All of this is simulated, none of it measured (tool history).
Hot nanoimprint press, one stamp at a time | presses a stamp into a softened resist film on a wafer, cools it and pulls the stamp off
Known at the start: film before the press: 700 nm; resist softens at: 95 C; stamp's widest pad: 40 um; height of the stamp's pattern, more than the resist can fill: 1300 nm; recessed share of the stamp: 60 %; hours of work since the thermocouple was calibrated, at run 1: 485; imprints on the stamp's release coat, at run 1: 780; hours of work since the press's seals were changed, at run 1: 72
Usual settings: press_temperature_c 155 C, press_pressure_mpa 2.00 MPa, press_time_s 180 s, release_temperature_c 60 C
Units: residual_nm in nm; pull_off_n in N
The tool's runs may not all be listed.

run	hour	press_temperature_c	press_pressure_mpa	press_time_s	release_temperature_c	hours of work since the thermocouple was calibrated	imprints on the stamp's release coat	hours of work since the press's seals were changed	residual_nm	pull_off_n
1	0.0	155	2.00	180	60	485	780	72	232.1	246
2	15.5	155	2.00	180	60	496	839	82	233.9	252
3	36.0	155	2.00	277	60	510	916	96	195.0	252
4	55.5	155	2.00	277	60	523	990	110	196.2	268
# hour 90.4: plate thermocouple calibrated
5	91.0	155	2.00	277	60	0	1113	132	192.1	264
6	122.1	155	2.00	277	60	22	1231	153	191.1	279
7	159.4	155	2.00	121	60	47	1372	178	264.3	296
8	195.4	155	2.00	121	60	71	1508	203	265.2	306
# hour 220.7: stamp cleaned and given a new release coat
# hour 227.1: plate thermocouple calibrated, once more
9	230.9	155	2.00	121	60	3	27	221	289.2	199
10	247.0	155	2.00	180	47	13	88	232	247.7	273
11	283.1	155	2.00	160	47	38	225	256	257.3	282
12	313.9	158	2.00	180	60	59	342	277	206.2	215
13	346.7	146	2.72	180	60	81	466	299	363.9	229
14	375.3	146	2.72	180	60	101	574	319	361.7	238
15	405.9	166	2.80	119	47	121	690	339	127.2	324
16	435.7	166	2.80	119	47	142	803	360	128.5	341

5 ways to go on from here, each from the tool as it stands after run 16. What would each give?
A	457.2	166	1.60	119	62	156	884	374	?	?
B	457.2	155	2.00	149	62	156	884	374	?	?
C	457.2	155	2.53	136	56	156	884	374	?	?
D	457.2	155	1.42	236	65	156	884	374	?	?
E	457.2	150	1.45	119	47	156	884	374	?	?

run	residual_nm	pull_off_n
A	172.8	247
B	263.2	239
C	240.7	285
D	260.7	227
E	436.6	337
Without the tool's hidden state the same runs would have given:
run	residual_nm	pull_off_n
A	175.5	188
B	267.5	182
C	244.1	218
D	265.8	173
E	443.7	257
